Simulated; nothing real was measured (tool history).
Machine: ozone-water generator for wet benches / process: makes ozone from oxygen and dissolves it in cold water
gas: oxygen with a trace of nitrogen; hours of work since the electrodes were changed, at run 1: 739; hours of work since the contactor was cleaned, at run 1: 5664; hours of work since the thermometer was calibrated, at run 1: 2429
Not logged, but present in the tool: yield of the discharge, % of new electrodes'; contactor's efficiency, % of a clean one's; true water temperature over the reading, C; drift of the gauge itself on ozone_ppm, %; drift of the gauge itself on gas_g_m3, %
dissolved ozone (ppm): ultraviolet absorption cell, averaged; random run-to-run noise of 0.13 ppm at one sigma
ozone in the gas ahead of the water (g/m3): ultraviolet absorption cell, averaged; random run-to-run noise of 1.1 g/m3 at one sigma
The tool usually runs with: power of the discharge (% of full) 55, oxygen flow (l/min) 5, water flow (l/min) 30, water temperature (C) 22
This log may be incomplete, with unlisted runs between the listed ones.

run   hour  power of the discharge (% of full)  oxygen flow (l/min)  water flow (l/min)  water temperature (C)  hours of work since the electrodes were changed  hours of work since the contactor was cleaned  hours of work since the thermometer was calibrated  dissolved ozone (ppm)  ozone in the gas ahead of the water (g/m3)
  1      0                                  55                    5                  30                     22                                              739                                           5664                                                2429                   13.6                                       196.1
  2   72.2                                  55                    5                  30                     22                                              800                                           5724                                                2489                   13.5                                       195.7
  3  115.2                                  76                    5                  30                     22                                              836                                           5760                                                2525                   17.9                                       255.3
  4  200.9                                  50                    5                  30                     22                                              908                                           5832                                                2597                   12.5                                       179.9
  5  270.3                                  55                    5                  30                     22                                              966                                           5890                                                2655                   13.4                                       194.6
  6  348.3                                  55                    5                  30                     22                                             1031                                           5955                                                2720                   13.4                                       194.8
  7    433                                  70                 3.48                  29                     22                                             1102                                           6026                                                2791                   16.4                                       291.7
  8  503.4                                  55                 6.77                  30                     22                                             1161                                           6085                                                2850                   13.6                                       163.5
  9  552.3                                  55                 4.11                  30                     26                                             1202                                           6126                                                2891                   12.6                                       219.3
 10  610.8                                  45                 5.22                  28                     15                                             1251                                           6175                                                2940                   13.2                                         158
 11  695.6                                  64                    5                  30                     16                                             1322                                           6246                                                3011                   16.1                                       221.1
 12    751                                  64                    5                  30                     16                                             1369                                           6293                                                3058                   16.6                                       219.9

The logged runs with the hidden state left out (each run's random variation unchanged):
run  ozone in the gas ahead of the water (g/m3)
  1                                       196.1
  2                                         196
  3                                       255.8
  4                                       180.6
  5                                       195.5
  6                                         196
  7                                       293.9
  8                                         165
  9                                       221.4
 10                                       159.7
 11                                       223.7
 12                                       222.8
dissolved ozone (ppm): as measured in every run.
